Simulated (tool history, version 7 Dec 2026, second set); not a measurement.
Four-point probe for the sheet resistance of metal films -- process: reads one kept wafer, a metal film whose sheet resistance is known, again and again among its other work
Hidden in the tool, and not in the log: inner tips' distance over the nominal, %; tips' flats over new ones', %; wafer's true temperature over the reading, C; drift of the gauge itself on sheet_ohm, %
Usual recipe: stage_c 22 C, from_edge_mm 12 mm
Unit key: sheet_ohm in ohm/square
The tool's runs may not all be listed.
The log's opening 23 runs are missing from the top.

run,day,stage_c,from_edge_mm,touches since the probe head was changed,hours of work since the stage's thermometer was calibrated,sheet_ohm
24,59.842,22,6,61648,259,1.491661
25,62.088,20,52,62682,301,1.456966
26,64.292,19,14,63697,342,1.463399
27,67.146,23,67,65010,395,1.458396
28,69.412,18,5,66053,437,1.505184
29,72.079,27,59,67279,487,1.460143
30,73.996,31,65,68162,523,1.461583
31,76.479,19,42,69304,569,1.458493
32,79.362,26,56,70631,622,1.460282
33,82.742,22,11,72185,685,1.469277
34,85.771,22,11,73580,742,1.470261
35,89.050,22,11,75088,803,1.470052
36,91.775,22,11,76343,853,1.469930
37,95.192,26,19,77915,917,1.465326
38,97.533,26,19,78991,960,1.465398
39,99.288,28,12,79798,993,1.470556
40,102.350,28,12,81208,1050,1.471471
41,105.571,28,18,82691,1110,1.466926
42,108.308,33,9,83951,1161,1.480062
# day 111.071: new probe head fitted
43,111.288,24,4,99,1215,1.531831
44,114.212,24,4,1445,1270,1.531461

What if the next run were any one of these 5? Each begins from the tool's condition after run 44:
A,116.754,20,41,2614,1317,?
B,116.754,22,30,2614,1317,?
C,116.754,24,24,2614,1317,?
D,116.754,22,4,2614,1317,?
E,116.754,18,13,2614,1317,?

run,sheet_ohm
A,1.456545
B,1.458648
C,1.459459
D,1.532438
E,1.462844
With no hidden state in the tool, these same runs would have given:
run,sheet_ohm
A,1.453750
B,1.455866
C,1.456691
D,1.529517
E,1.460019
